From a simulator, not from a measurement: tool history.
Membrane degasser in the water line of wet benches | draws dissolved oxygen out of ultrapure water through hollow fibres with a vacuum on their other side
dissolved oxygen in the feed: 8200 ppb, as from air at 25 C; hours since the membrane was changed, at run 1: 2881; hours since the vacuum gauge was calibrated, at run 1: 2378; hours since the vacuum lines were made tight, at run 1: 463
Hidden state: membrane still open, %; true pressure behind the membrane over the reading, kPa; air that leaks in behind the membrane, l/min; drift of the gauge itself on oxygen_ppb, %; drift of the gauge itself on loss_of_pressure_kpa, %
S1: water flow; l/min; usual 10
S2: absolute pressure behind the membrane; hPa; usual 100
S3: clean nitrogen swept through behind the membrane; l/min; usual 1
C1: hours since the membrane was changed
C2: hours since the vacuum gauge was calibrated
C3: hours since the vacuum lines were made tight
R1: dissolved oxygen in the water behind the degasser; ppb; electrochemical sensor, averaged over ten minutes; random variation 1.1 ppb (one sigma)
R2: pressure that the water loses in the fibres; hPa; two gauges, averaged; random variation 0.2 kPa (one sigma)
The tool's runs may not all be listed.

run 1 hour=0 | S1=10 S2=100 S3=1 | C1=2881 C2=2378 C3=463 | R1=173.8 R2=456.1
run 2 hour=109.2 | S1=10 S2=100 S3=1 | C1=2990 C2=2488 C3=573 | R1=176.4 R2=458.6
run 3 hour=203.9 | S1=10 S2=100 S3=1 | C1=3085 C2=2582 C3=667 | R1=173.9 R2=460.5
run 4 hour=278.4 | S1=10 S2=100 S3=1 | C1=3159 C2=2657 C3=742 | R1=175.6 R2=458.1
run 5 hour=365.5 | S1=10 S2=100 S3=1 | C1=3247 C2=2744 C3=829 | R1=174.9 R2=457.6
run 6 hour=437.5 | S1=16 S2=100 S3=1 | C1=3319 C2=2816 C3=901 | R1=289.6 R2=731.9
run 7 hour=497.6 | S1=16 S2=100 S3=1 | C1=3379 C2=2876 C3=961 | R1=289.6 R2=732.5
run 8 hour=589.5 | S1=10 S2=100 S3=1 | C1=3471 C2=2968 C3=1053 | R1=175.4 R2=460.3
run 9 hour=652.9 | S1=10 S2=100 S3=1 | C1=3534 C2=3031 C3=1116 | R1=175.7 R2=454.5
run 10 hour=746.8 | S1=10 S2=100 S3=1.17 | C1=3628 C2=3125 C3=1210 | R1=153.7 R2=457.3
run 11 hour=825.8 | S1=10 S2=100 S3=1.17 | C1=3707 C2=3204 C3=1289 | R1=152.1 R2=460
run 12 hour=873.5 | S1=10 S2=219 S3=1 | C1=3755 C2=3252 C3=1337 | R1=443.7 R2=455.2
run 13 hour=936.6 | S1=10 S2=219 S3=1 | C1=3818 C2=3315 C3=1400 | R1=432 R2=460.1
run 14 hour=1002 | S1=8 S2=100 S3=1.64 | C1=3883 C2=3381 C3=1465 | R1=90.1 R2=366.7
-- hour=1085.6 vacuum gauge calibrated
run 15 hour=1085.6 | S1=8 S2=100 S3=1.64 | C1=3966 C2=0 C3=1549 | R1=88.2 R2=369.9
run 16 hour=1165.4 | S1=8 S2=100 S3=1.64 | C1=4046 C2=80 C3=1628 | R1=87.8 R2=366.3
run 17 hour=1235.3 | S1=15 S2=100 S3=0.62 | C1=4116 C2=150 C3=1698 | R1=384.1 R2=684.3
run 18 hour=1335 | S1=14 S2=152 S3=0.62 | C1=4216 C2=249 C3=1798 | R1=592 R2=642
run 19 hour=1444.2 | S1=14 S2=152 S3=0.62 | C1=4325 C2=359 C3=1907 | R1=591.4 R2=645.2
run 20 hour=1493.5 | S1=7 S2=152 S3=0.62 | C1=4374 C2=408 C3=1956 | R1=318.8 R2=322.5
run 21 hour=1548.5 | S1=12 S2=142 S3=1.33 | C1=4429 C2=463 C3=2011 | R1=255.9 R2=553.1
run 22 hour=1637.4 | S1=9 S2=126 S3=0.41 | C1=4518 C2=552 C3=2100 | R1=452.1 R2=413.2
run 23 hour=1709.5 | S1=9 S2=126 S3=0.41 | C1=4590 C2=624 C3=2172 | R1=452.9 R2=411.2
run 24 hour=1799.9 | S1=9 S2=113 S3=1 | C1=4680 C2=714 C3=2263 | R1=183.3 R2=414.6
run 25 hour=1848.6 | S1=15 S2=73 S3=2.42 | C1=4729 C2=763 C3=2312 | R1=99.5 R2=689

How the hidden state differs across the entries between the runs, from the last listed run before each to the first after it:
Between runs 14 and 15: vacuum gauge calibrated (hour 1085.6)
  true pressure behind the membrane over the reading, kPa: 0.21 -> 0.02
  measured less the result without the state, R1: +3.9 -> +1.7 ppb; R2: +8.5 -> +8.7 hPa
